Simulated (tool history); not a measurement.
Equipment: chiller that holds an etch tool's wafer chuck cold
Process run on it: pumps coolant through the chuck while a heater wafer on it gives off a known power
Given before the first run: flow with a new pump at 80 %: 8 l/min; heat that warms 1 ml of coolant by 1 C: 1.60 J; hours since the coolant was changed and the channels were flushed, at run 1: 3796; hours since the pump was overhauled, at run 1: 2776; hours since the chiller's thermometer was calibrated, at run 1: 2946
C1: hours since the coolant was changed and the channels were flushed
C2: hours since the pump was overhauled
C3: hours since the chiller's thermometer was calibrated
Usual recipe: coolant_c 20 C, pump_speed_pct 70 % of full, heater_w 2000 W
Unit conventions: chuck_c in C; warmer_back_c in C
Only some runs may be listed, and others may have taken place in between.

run 1 hour=0 | coolant_c=20 pump_speed_pct=70 heater_w=2000 | C1=3796 C2=2776 C3=2946 | chuck_c=53.9 warmer_back_c=11.9
run 2 hour=98.2 | coolant_c=20 pump_speed_pct=70 heater_w=2000 | C1=3895 C2=2874 C3=3044 | chuck_c=54.1 warmer_back_c=11.96
run 3 hour=162.7 | coolant_c=20 pump_speed_pct=70 heater_w=2000 | C1=3959 C2=2939 C3=3108 | chuck_c=54.2 warmer_back_c=11.96
run 4 hour=240.1 | coolant_c=20 pump_speed_pct=70 heater_w=2000 | C1=4036 C2=3016 C3=3186 | chuck_c=54.2 warmer_back_c=11.96
run 5 hour=333.9 | coolant_c=13 pump_speed_pct=70 heater_w=2000 | C1=4130 C2=3110 C3=3280 | chuck_c=47.5 warmer_back_c=12.12
run 6 hour=389.9 | coolant_c=13 pump_speed_pct=70 heater_w=1914 | C1=4186 C2=3166 C3=3335 | chuck_c=46.4 warmer_back_c=11.53
run 7 hour=501.7 | coolant_c=17 pump_speed_pct=70 heater_w=2000 | C1=4298 C2=3278 C3=3447 | chuck_c=51.9 warmer_back_c=12.09
run 8 hour=615.7 | coolant_c=17 pump_speed_pct=98 heater_w=2000 | C1=4412 C2=3392 C3=3561 | chuck_c=44.9 warmer_back_c=8.59
-- hour=626 coolant pump overhauled
run 9 hour=734.2 | coolant_c=17 pump_speed_pct=98 heater_w=2000 | C1=4526 C2=108 C3=3675 | chuck_c=46 warmer_back_c=9.04
run 10 hour=788.1 | coolant_c=17 pump_speed_pct=98 heater_w=1194 | C1=4579 C2=162 C3=3729 | chuck_c=34.8 warmer_back_c=5.42
run 11 hour=870.1 | coolant_c=17 pump_speed_pct=98 heater_w=1194 | C1=4661 C2=244 C3=3811 | chuck_c=34.9 warmer_back_c=5.48
run 12 hour=930.5 | coolant_c=17 pump_speed_pct=98 heater_w=1194 | C1=4722 C2=304 C3=3871 | chuck_c=35.1 warmer_back_c=5.54
-- hour=992.8 coolant changed, channels flushed
run 13 hour=1009.4 | coolant_c=17 pump_speed_pct=98 heater_w=1194 | C1=17 C2=377 C3=3944 | chuck_c=33.4 warmer_back_c=5.51
run 14 hour=1072.9 | coolant_c=17 pump_speed_pct=98 heater_w=1194 | C1=80 C2=441 C3=4008 | chuck_c=33.6 warmer_back_c=5.49
-- hour=1173.1 coolant pump overhauled, once more
run 15 hour=1185.4 | coolant_c=17 pump_speed_pct=98 heater_w=1194 | C1=188 C2=12 C3=4115 | chuck_c=31.7 warmer_back_c=4.58
run 16 hour=1290 | coolant_c=20 pump_speed_pct=64 heater_w=2000 | C1=292 C2=117 C3=4220 | chuck_c=52.3 warmer_back_c=11.66
run 17 hour=1412.7 | coolant_c=20 pump_speed_pct=64 heater_w=2000 | C1=415 C2=240 C3=4342 | chuck_c=52.2 warmer_back_c=11.84
run 18 hour=1499.5 | coolant_c=10 pump_speed_pct=79 heater_w=2233 | C1=502 C2=326 C3=4429 | chuck_c=41.2 warmer_back_c=10.75
run 19 hour=1594.6 | coolant_c=17 pump_speed_pct=62 heater_w=1280 | C1=597 C2=422 C3=4524 | chuck_c=38.7 warmer_back_c=7.81
run 20 hour=1720.4 | coolant_c=13 pump_speed_pct=70 heater_w=1871 | C1=723 C2=547 C3=4650 | chuck_c=42 warmer_back_c=10.2
run 21 hour=1815.4 | coolant_c=23 pump_speed_pct=63 heater_w=2679 | C1=818 C2=642 C3=4745 | chuck_c=67.1 warmer_back_c=16.31
run 22 hour=1931 | coolant_c=11 pump_speed_pct=93 heater_w=2000 | C1=933 C2=758 C3=4861 | chuck_c=36.8 warmer_back_c=8.27
run 23 hour=2012.3 | coolant_c=12 pump_speed_pct=85 heater_w=2000 | C1=1014 C2=839 C3=4942 | chuck_c=39.3 warmer_back_c=9
run 24 hour=2067.9 | coolant_c=20 pump_speed_pct=95 heater_w=2000 | C1=1070 C2=895 C3=4997 | chuck_c=45.4 warmer_back_c=8.11
run 25 hour=2132.8 | coolant_c=20 pump_speed_pct=95 heater_w=2000 | C1=1135 C2=960 C3=5062 | chuck_c=45.7 warmer_back_c=8.11
run 26 hour=2217.2 | coolant_c=24 pump_speed_pct=63 heater_w=1264 | C1=1219 C2=1044 C3=5147 | chuck_c=45.9 warmer_back_c=7.74
run 27 hour=2272.1 | coolant_c=30 pump_speed_pct=70 heater_w=2000 | C1=1274 C2=1099 C3=5202 | chuck_c=61.8 warmer_back_c=11.04
run 28 hour=2391.9 | coolant_c=24 pump_speed_pct=87 heater_w=2097 | C1=1394 C2=1219 C3=5321 | chuck_c=52.8 warmer_back_c=9.37
run 29 hour=2489.4 | coolant_c=13 pump_speed_pct=84 heater_w=1595 | C1=1492 C2=1316 C3=5419 | chuck_c=35.8 warmer_back_c=7.41
run 30 hour=2615.4 | coolant_c=13 pump_speed_pct=84 heater_w=1595 | C1=1618 C2=1442 C3=5545 | chuck_c=36.2 warmer_back_c=7.48
run 31 hour=2679.4 | coolant_c=21 pump_speed_pct=66 heater_w=2378 | C1=1682 C2=1506 C3=5609 | chuck_c=60.9 warmer_back_c=14.26

How would selected steps in chuck_c from run to run divide? Give the signed amount a tool lacking its hidden state would still show from settings, what came in and random variation, and the signed amount left for the hidden state, including any gauge scatter that is not in both of the compared results.
The tool's hidden condition here consists of: heat passed by the chuck's channels, % of clean ones'; flow at a given pump speed, % of a new pump's; coolant's true temperature over the reading, C; drift of the gauge itself on chuck_c, C; drift of the gauge itself on warmer_back_c, C.
Run 9 -> 10: heater_w 2000 -> 1194. chuck_c -11.2 C: hidden state -2.1, all else -9.1.
Run 12 -> 13: coolant changed, channels flushed. chuck_c -1.7 C: hidden state -1.4, all else -0.3.
Run 14 -> 15: coolant pump overhauled, once more. chuck_c -1.9 C: hidden state -1.8, all else -0.1.
Run 20 -> 21: coolant_c 13 -> 23, pump_speed_pct 70 -> 63, heater_w 1871 -> 2679. chuck_c +25.1 C: hidden state +0.7, all else +24.4.
Run 21 -> 22: coolant_c 23 -> 11, pump_speed_pct 63 -> 93, heater_w 2679 -> 2000. chuck_c -30.3 C: hidden state -0.5, all else -29.8.
Run 30 -> 31: coolant_c 13 -> 21, pump_speed_pct 84 -> 66, heater_w 1595 -> 2378. chuck_c +24.7 C: hidden state +1.3, all else +23.4.

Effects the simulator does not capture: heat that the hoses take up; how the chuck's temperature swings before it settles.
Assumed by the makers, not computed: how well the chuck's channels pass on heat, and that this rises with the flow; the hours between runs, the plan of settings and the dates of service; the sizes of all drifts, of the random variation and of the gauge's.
